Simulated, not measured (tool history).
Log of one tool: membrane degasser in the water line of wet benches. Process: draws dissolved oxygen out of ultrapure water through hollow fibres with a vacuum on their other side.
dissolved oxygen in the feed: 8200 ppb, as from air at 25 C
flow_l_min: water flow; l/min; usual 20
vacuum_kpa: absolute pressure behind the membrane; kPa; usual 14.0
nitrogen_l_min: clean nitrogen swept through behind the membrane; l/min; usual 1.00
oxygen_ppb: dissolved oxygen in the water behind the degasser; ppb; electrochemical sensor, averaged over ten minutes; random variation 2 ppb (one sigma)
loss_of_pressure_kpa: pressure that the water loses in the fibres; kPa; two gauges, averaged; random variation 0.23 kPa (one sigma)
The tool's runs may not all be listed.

| run | hour | flow_l_min | vacuum_kpa | nitrogen_l_min | oxygen_ppb | loss_of_pressure_kpa |
|---|---|---|---|---|---|---|
| 1 | 0.0 | 20 | 14.0 | 1.00 | 510.1 | 58.96 |
| 2 | 277.5 | 20 | 14.0 | 1.00 | 512.3 | 59.80 |
| 3 | 508.9 | 14 | 14.0 | 1.00 | 358.6 | 41.48 |
| 4 | 834.6 | 20 | 14.0 | 1.61 | 355.9 | 59.70 |
| 5 | 1148.7 | 20 | 14.0 | 1.61 | 354.8 | 59.86 |
| 6 | 1351.0 | 20 | 14.0 | 1.00 | 517.9 | 59.85 |
|  | 1368.4 | vacuum gauge calibrated |
| 7 | 1627.1 | 20 | 14.0 | 1.00 | 522.8 | 60.22 |
|  | 1822.8 | seals of the vacuum lines changed |
| 8 | 1958.5 | 20 | 14.0 | 0.41 | 975.2 | 60.07 |
| 9 | 2144.6 | 28 | 14.0 | 0.41 | 1315.5 | 84.05 |
| 10 | 2454.7 | 22 | 12.7 | 2.59 | 264.5 | 66.23 |
| 11 | 2782.1 | 16 | 9.9 | 0.43 | 514.3 | 48.11 |
| 12 | 3048.0 | 16 | 9.9 | 0.43 | 516.8 | 48.37 |
| 13 | 3208.5 | 16 | 9.9 | 0.43 | 515.9 | 48.51 |

The next listed run, before its measurement:
|  | 3419.6 | vacuum gauge calibrated, once more |
| 14 | 3535.6 | 16 | 9.9 | 0.43 | ? | ? |

oxygen_ppb: 500.7 ppb
loss_of_pressure_kpa: 48.34 kPa
Without the tool's hidden state the same run would have given oxygen_ppb 495.1 ppb, loss_of_pressure_kpa 45.03 kPa.
